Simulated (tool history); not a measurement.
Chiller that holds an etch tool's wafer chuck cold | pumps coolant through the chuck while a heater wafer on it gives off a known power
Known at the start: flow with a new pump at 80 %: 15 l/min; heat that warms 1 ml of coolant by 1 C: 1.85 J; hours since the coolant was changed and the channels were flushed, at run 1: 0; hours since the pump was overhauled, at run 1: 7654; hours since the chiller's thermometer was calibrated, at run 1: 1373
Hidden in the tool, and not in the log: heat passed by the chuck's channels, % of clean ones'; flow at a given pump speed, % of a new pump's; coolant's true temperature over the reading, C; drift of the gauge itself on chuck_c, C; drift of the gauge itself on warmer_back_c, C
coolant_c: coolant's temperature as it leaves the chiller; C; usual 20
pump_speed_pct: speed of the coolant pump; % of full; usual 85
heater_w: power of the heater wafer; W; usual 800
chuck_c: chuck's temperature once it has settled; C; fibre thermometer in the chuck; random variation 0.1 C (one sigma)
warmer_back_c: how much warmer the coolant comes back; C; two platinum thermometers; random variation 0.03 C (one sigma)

run	hour	coolant_c	pump_speed_pct	heater_w	hours since the coolant was changed and the channels were flushed	hours since the pump was overhauled	hours since the chiller's thermometer was calibrated	chuck_c	warmer_back_c
1	0.0	20	85	800	0	7654	1373	25.3	1.86
2	115.9	20	85	800	116	7770	1489	25.3	1.90
3	297.3	20	85	800	297	7952	1671	25.4	1.87
4	518.0	20	85	800	518	8172	1892	25.5	1.90
5	646.5	21	85	800	646	8301	2020	26.3	1.87
6	815.9	20	85	800	816	8470	2189	25.3	1.91
7	922.5	20	85	1037	922	8577	2296	27.0	2.51
8	1092.0	20	85	633	1092	8746	2465	24.4	1.48
9	1316.3	20	85	633	1316	8971	2690	24.2	1.57
10	1506.4	20	85	633	1506	9161	2880	24.3	1.51
11	1656.5	20	76	800	1656	9311	3030	26.1	2.22
12	1876.7	27	85	800	1877	9531	3250	32.5	1.98
13	2086.5	27	85	800	2086	9741	3460	32.6	1.99
14	2227.8	27	85	800	2228	9882	3601	32.6	1.93
15	2373.5	27	85	800	2373	10028	3747	32.7	1.96
16	2504.1	29	69	800	2504	10158	3878	35.9	2.56
17	2666.3	29	69	800	2666	10321	4040	35.8	2.52
18	2866.2	16	74	800	2866	10520	4240	22.6	2.38
# hour 3030.6: chiller's thermometer calibrated
19	3030.6	20	85	713	3030	10684	0	25.7	1.77
20	3176.2	20	80	713	3175	10829	146	26.3	1.90
21	3391.8	20	80	713	3391	11045	361	26.0	1.95
22	3578.0	18	80	1099	3577	11231	547	27.5	3.02
23	3746.8	18	100	1099	3746	11400	716	26.0	2.40
# hour 3899.1: coolant pump overhauled
24	3962.3	18	100	1099	3956	63	927	24.3	1.86
25	4183.9	20	83	790	4178	285	1148	25.5	1.66
26	4331.8	20	85	891	4326	433	1296	26.0	1.85
27	4501.9	23	71	891	4496	603	1466	30.1	2.25
# hour 4707.3: coolant changed, channels flushed
28	4729.9	23	71	891	23	825	1688	29.5	2.20
29	4833.5	23	71	891	126	928	1792	29.5	2.22
30	5024.7	23	71	891	317	1120	1983	29.4	2.23

5 ways to go on from here, each from the tool as it stands after run 30. What would each give?
A	5243.0	20	80	800	536	1338	2201	?	?
B	5243.0	13	72	1108	536	1338	2201	?	?
C	5243.0	12	65	891	536	1338	2201	?	?
D	5243.0	19	92	599	536	1338	2201	?	?
E	5243.0	10	95	424	536	1338	2201	?	?

run	chuck_c	warmer_back_c
A	25.0	1.77
B	21.0	2.73
C	19.0	2.47
D	22.2	1.09
E	11.9	0.73
Without the tool's hidden state the same runs would have given:
run	chuck_c	warmer_back_c
A	25.2	1.73
B	21.1	2.66
C	19.1	2.41
D	22.5	1.06
E	12.2	0.71

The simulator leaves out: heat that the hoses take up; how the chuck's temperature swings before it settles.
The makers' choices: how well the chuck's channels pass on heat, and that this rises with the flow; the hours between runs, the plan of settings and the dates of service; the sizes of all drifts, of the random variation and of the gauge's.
